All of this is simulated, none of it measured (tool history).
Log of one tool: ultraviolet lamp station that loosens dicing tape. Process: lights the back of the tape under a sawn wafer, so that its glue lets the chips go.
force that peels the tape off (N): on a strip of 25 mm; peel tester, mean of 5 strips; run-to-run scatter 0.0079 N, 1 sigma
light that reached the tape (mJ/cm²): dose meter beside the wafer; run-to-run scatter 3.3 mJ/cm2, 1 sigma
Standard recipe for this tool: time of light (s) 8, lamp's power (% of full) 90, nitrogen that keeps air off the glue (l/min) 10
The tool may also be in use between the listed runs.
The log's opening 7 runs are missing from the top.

run,hour,time of light (s),lamp's power (% of full),nitrogen that keeps air off the glue (l/min),force that peels the tape off (N),light that reached the tape (mJ/cm²)
8,88.8,8,70,10,0.593,420
9,106.1,8,90,10,0.312,540
10,119.4,8,89,10,0.324,531
11,131.5,8,89,10,0.322,530
12,145.2,8,89,10,0.313,532
13,160.7,8,90,10,0.31,535
14,174.7,8,90,10,0.311,534
15,192.4,7,90,10,0.436,470
16,209.4,7,90,10,0.443,468
17,228.7,8,95,10,0.259,566
18,242.9,8,90,3,0.65,540
19,253.3,8,90,3,0.662,539
20,271.7,8,84,10,0.391,502
21,288.5,8,84,10,0.363,495
22,298.3,8,90,10,0.299,531
23,316.6,8,90,6,0.418,536
24,325.8,8,90,6,0.428,534
25,340.1,8,73,10,0.523,432
26,358.1,5,90,10,0.96,334
27,372.4,5,90,10,0.981,333
28,385.9,5,74,10,1.406,280

Run 29 comes next. What will it give?
29,403,13,97,7,?,?

force that peels the tape off (N): 0.088
light that reached the tape (mJ/cm²): 950
On a tool with no hidden condition, and with the same random variation, this run would have come out at force that peels the tape off (N) 0.088, light that reached the tape (mJ/cm²) 952.
